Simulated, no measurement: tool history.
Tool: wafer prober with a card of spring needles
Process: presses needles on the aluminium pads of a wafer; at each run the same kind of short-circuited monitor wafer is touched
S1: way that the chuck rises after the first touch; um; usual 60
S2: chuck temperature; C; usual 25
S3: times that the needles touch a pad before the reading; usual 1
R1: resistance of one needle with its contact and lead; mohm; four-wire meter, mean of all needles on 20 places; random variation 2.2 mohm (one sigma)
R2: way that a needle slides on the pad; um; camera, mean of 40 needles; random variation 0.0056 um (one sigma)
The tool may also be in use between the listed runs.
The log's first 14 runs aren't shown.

| run | hour | S1 | S2 | S3 | R1 | R2 |
|---|---|---|---|---|---|---|
|  | 136.5 | tips cleaned on abrasive film |
| 15 | 144.3 | 76 | 25 | 1 | 286 | 9.525 |
| 16 | 157.9 | 60 | 25 | 1 | 337 | 7.508 |
|  | 160.3 | tips cleaned on abrasive film |
| 17 | 165.1 | 60 | 25 | 1 | 302 | 7.507 |
| 18 | 175.3 | 50 | 25 | 1 | 377 | 6.234 |
| 19 | 183.7 | 50 | 25 | 1 | 381 | 6.240 |
|  | 184.7 | tips cleaned on abrasive film |
| 20 | 195.4 | 51 | 58 | 2 | 320 | 6.363 |
|  | 203.6 | height of the first contact set anew |
| 21 | 204.4 | 58 | 25 | 1 | 346 | 7.324 |
|  | 209.8 | tips cleaned on abrasive film |
| 22 | 216.9 | 42 | 25 | 2 | 333 | 5.301 |
| 23 | 230.1 | 47 | 122 | 3 | 320 | 5.925 |
|  | 233.8 | tips cleaned on abrasive film |
| 24 | 242.4 | 47 | 122 | 3 | 312 | 5.926 |
| 25 | 249.9 | 60 | 57 | 1 | 335 | 7.562 |
| 26 | 256.2 | 48 | 25 | 2 | 332 | 6.036 |
|  | 257.5 | tips cleaned on abrasive film |
| 27 | 266.9 | 48 | 25 | 2 | 316 | 6.042 |
| 28 | 275.9 | 73 | 27 | 2 | 278 | 9.208 |

Run 29 comes next. What will it give?
|  | 281.6 | tips cleaned on abrasive film |
| 29 | 285.9 | 40 | 33 | 2 | ? | ? |

R1: 326 mohm
R2: 5.009 um
Without the tool's hidden state the same run would have given R1 252 mohm, R2 5.045 um.
